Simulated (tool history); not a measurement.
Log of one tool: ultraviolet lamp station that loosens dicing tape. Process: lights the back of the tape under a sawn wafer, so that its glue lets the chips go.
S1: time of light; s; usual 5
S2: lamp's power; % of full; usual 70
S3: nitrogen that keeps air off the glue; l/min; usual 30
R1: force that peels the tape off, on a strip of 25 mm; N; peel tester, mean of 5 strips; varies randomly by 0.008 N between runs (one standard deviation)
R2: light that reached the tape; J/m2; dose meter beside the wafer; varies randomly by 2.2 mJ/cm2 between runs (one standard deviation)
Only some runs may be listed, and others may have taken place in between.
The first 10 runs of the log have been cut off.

| run | hour | S1 | S2 | S3 | R1 | R2 |
|---|---|---|---|---|---|---|
| 11 | 173.7 | 7 | 70 | 30 | 0.318 | 1950 |
| 12 | 188.4 | 7 | 70 | 30 | 0.311 | 1890 |
| 13 | 207.5 | 7 | 70 | 30 | 0.354 | 1890 |
| 14 | 226.6 | 7 | 70 | 30 | 0.340 | 1850 |
| 15 | 246.6 | 7 | 70 | 30 | 0.328 | 1830 |
| 16 | 255.3 | 7 | 70 | 30 | 0.372 | 1860 |
| 17 | 268.7 | 4 | 97 | 30 | 0.610 | 1430 |
| 18 | 285.8 | 4 | 97 | 30 | 0.575 | 1450 |
| 19 | 296.4 | 4 | 97 | 30 | 0.604 | 1410 |
| 20 | 308.3 | 4 | 71 | 12 | 1.377 | 1030 |
| 21 | 321.2 | 5 | 84 | 30 | 0.522 | 1500 |
| 22 | 336.1 | 9 | 84 | 43 | 0.148 | 2690 |
| 23 | 355.3 | 9 | 84 | 43 | 0.140 | 2630 |
| 24 | 366.2 | 9 | 84 | 43 | 0.133 | 2640 |

Expected results for the next run?
| 25 | 380.0 | 3 | 77 | 12 | ? | ? |

R1: 1.897 N
R2: 770 J/m2
Minus the tool's unlogged condition, the same run would have read R1 1.061 N, R2 1260 J/m2.
